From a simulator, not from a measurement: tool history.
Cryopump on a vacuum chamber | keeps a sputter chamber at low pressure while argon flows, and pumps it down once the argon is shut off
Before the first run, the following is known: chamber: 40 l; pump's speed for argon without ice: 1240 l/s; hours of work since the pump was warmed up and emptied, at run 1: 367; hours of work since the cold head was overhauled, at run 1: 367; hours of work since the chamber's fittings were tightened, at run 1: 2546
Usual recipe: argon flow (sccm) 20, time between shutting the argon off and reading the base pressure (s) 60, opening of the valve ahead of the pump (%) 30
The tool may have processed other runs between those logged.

run	hour	argon flow (sccm)	time between shutting the argon off and reading the base pressure (s)	opening of the valve ahead of the pump (%)	hours of work since the pump was warmed up and emptied	hours of work since the cold head was overhauled	hours of work since the chamber's fittings were tightened	pressure while argon flows (Pa)	pressure after the wait (uPa)
1	0.0	20	60	30	367	367	2546	0.0952	2.91
2	35.5	20	60	30	385	385	2564	0.0982	2.88
3	73.7	18	60	30	404	404	2583	0.0883	3.00
4	101.5	20	60	30	418	418	2597	0.0983	2.91
5	124.1	9	60	30	430	430	2608	0.0443	2.99
6	160.4	9	60	30	448	448	2627	0.0442	3.00
7	179.5	20	41	30	458	458	2636	0.0991	3.53
8	219.7	20	41	46	478	478	2656	0.0671	3.48
# hour 239.4: pump warmed up, emptied and cooled again
9	247.0	20	41	46	4	489	2668	0.0604	3.00
10	284.7	20	41	46	23	508	2687	0.0602	3.09
11	316.8	20	60	30	39	524	2703	0.0917	2.60
12	340.7	20	60	30	51	536	2715	0.0921	2.67
13	364.0	20	60	30	63	548	2726	0.0921	2.70
14	383.4	20	60	30	72	558	2736	0.0924	2.62
15	409.1	20	204	29	85	570	2749	0.0949	2.24
16	431.2	39	83	41	96	582	2760	0.1340	2.48
17	447.7	20	153	30	105	590	2769	0.0938	2.38
18	473.0	20	153	30	117	603	2781	0.0927	2.34
19	505.1	20	153	30	134	619	2797	0.0926	2.39
20	536.3	20	153	30	149	634	2813	0.0931	2.41
21	570.7	20	64	25	167	652	2830	0.1119	2.81
22	600.0	22	31	20	181	666	2845	0.1529	3.70
# hour 607.8: leaking fittings of the chamber tightened, without venting
23	620.3	13	75	15	191	676	6	0.1197	0.90
24	643.4	10	219	25	202	687	18	0.0554	0.53
25	680.2	12	102	25	221	706	36	0.0672	0.78
26	714.3	12	102	25	238	723	54	0.0678	0.86
27	745.0	12	102	25	253	738	69	0.0680	0.84
28	783.2	12	102	25	272	758	88	0.0688	0.84

Here are 5 independent what-if runs from the current tool condition. What would each one return?
A	816.5	8	102	20	289	774	105	?	?
B	816.5	12	97	25	289	774	105	?	?
C	816.5	16	22	17	289	774	105	?	?
D	816.5	9	146	33	289	774	105	?	?
E	816.5	20	211	30	289	774	105	?	?

run	pressure while argon flows (Pa)	pressure after the wait (uPa)
A	0.0569	0.87
B	0.0684	0.90
C	0.1317	2.46
D	0.0399	0.70
E	0.0963	0.58
With no hidden state in the tool, these same runs would have given:
run	pressure while argon flows (Pa)	pressure after the wait (uPa)
A	0.0548	0.70
B	0.0653	0.73
C	0.1276	2.29
D	0.0376	0.53
E	0.0911	0.42
